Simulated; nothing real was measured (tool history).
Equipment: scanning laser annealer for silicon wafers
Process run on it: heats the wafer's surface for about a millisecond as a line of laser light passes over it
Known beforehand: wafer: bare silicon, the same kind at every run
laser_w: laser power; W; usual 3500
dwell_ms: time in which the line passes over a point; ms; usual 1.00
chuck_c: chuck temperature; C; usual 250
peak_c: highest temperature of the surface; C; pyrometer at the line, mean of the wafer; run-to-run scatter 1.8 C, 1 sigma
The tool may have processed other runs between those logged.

Run 1, day 0.000: usual settings. Result: peak_c 930 C.
Run 2, day 0.388: usual settings. Result: peak_c 932 C.
Run 3, day 0.833: usual settings but dwell_ms 0.79 ms. Result: peak_c 865 C.
Run 4, day 1.250: usual settings but dwell_ms 0.79 ms. Result: peak_c 864 C.
Run 5, day 1.554: usual settings but dwell_ms 0.79 ms. Result: peak_c 864 C.
Run 6, day 1.912: usual settings but chuck_c 221 C. Result: peak_c 898 C.
Run 7, day 2.283: usual settings but dwell_ms 0.75 ms, chuck_c 249 C. Result: peak_c 849 C.
Run 8, day 2.525: usual settings but dwell_ms 0.75 ms, chuck_c 249 C. Result: peak_c 847 C.
Run 9, day 2.946: usual settings but laser_w 3449 W, dwell_ms 0.72 ms, chuck_c 249 C. Result: peak_c 829 C.

Predict the results of run 10:
Run 10, day 3.329: usual settings but laser_w 3524 W, dwell_ms 1.20 ms, chuck_c 263 C. Result: peak_c ?.

peak_c: 1001 C
The same run, on a tool lacking any hidden state, would have yielded peak_c 1043 C.
